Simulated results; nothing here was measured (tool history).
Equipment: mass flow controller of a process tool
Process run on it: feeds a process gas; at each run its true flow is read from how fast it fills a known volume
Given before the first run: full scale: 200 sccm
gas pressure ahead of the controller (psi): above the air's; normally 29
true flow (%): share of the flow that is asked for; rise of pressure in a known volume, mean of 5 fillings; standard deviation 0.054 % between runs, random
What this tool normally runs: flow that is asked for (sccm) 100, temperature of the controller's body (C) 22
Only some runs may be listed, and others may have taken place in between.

run,hour,flow that is asked for (sccm),gas pressure ahead of the controller (psi),temperature of the controller's body (C),true flow (%)
1,0,100,29,22,98.63
2,121.9,100,29,22,98.59
3,254.3,100,29,22,98.65
4,345.5,100,29,22,98.48
5,423.2,100,29,22,98.53
6,534.7,100,25.8,22,98.69
7,611.1,100,25.8,22,98.69
8,735.3,100,25.8,22,98.66
9,820.7,100,25.8,22,98.63
10,968.9,100,25.8,22,98.65
11,1080,100,29,22,98.53
12,1215.9,100,29,21,98.34
13,1312.8,162,29,22,99.13
14,1438.6,100,29,37,99.76
15,1521.7,154,29,22,98.89
16,1612.5,100,29,22,98.5
17,1722,100,29,22,98.38
18,1843.6,100,29,22,98.43
19,1919.8,100,29,22,98.4
20,2068.2,100,29,22,98.38
21,2183.7,100,29,21,98.44
22,2301.7,100,28.9,21,98.29
23,2428.2,100,28.9,21,98.33
24,2546,100,28.9,21,98.33
25,2652.2,33,36.4,26,95.71
26,2751,41,36.4,31,96.94
27,2883.9,41,36.4,31,96.91
28,2972.3,149,36.4,31,99.3
29,3097.1,149,36.4,31,99.39
30,3182.6,149,36.4,31,99.36
31,3255.8,100,29,29,98.92
32,3382,100,29,25,98.59
33,3516.6,66,32.6,22,97.32
34,3650.1,66,20.5,24,98.11
35,3740.1,32,23.1,26,95.96
36,3856.9,32,33.6,30,95.71
37,3923.1,175,21.6,29,100.22
38,3996.9,175,21.6,29,100.14
39,4114.3,54,21.6,35,98.45
40,4189.4,100,30.9,25,98.44
41,4290.1,100,30.9,25,98.44
42,4367.2,116,36,40,99.66
43,4452.2,116,36,40,99.84
44,4513.4,116,36,40,99.75
45,4593,127,29,23,98.7
46,4728,127,32.8,34,99.54
47,4864.7,180,40.6,34,99.66
48,5011,100,21.2,22,98.61

A few steps of true flow (%) between consecutive runs. Split each: what settings, incoming material and random variation would produce without the hidden state, and what is left over for the hidden state, along with gauge scatter present in only one of the two compared results (measured, and without hidden state):
Unlogged tool condition in this case: flow at rest that the sensor doesn't see, % of full scale; true flow over the shown one, %; drift of the gauge itself on true_pct, %.
Run 24 -> 25: flow that is asked for (sccm) 100 -> 33, gas pressure ahead of the controller (psi) 28.9 -> 36.4, temperature of the controller's body (C) 21 -> 26. true flow (%) -2.62: hidden state -2.2, all else -0.42.
Run 27 -> 28: flow that is asked for (sccm) 41 -> 149. true flow (%) +2.39: hidden state +1.97, all else +0.42.
Run 34 -> 35: flow that is asked for (sccm) 66 -> 32, gas pressure ahead of the controller (psi) 20.5 -> 23.1, temperature of the controller's body (C) 24 -> 26. true flow (%) -2.15: hidden state -2.01, all else -0.14.
Run 36 -> 37: flow that is asked for (sccm) 32 -> 175, gas pressure ahead of the controller (psi) 33.6 -> 21.6, temperature of the controller's body (C) 30 -> 29. true flow (%) +4.51: hidden state +3.21, all else +1.3.
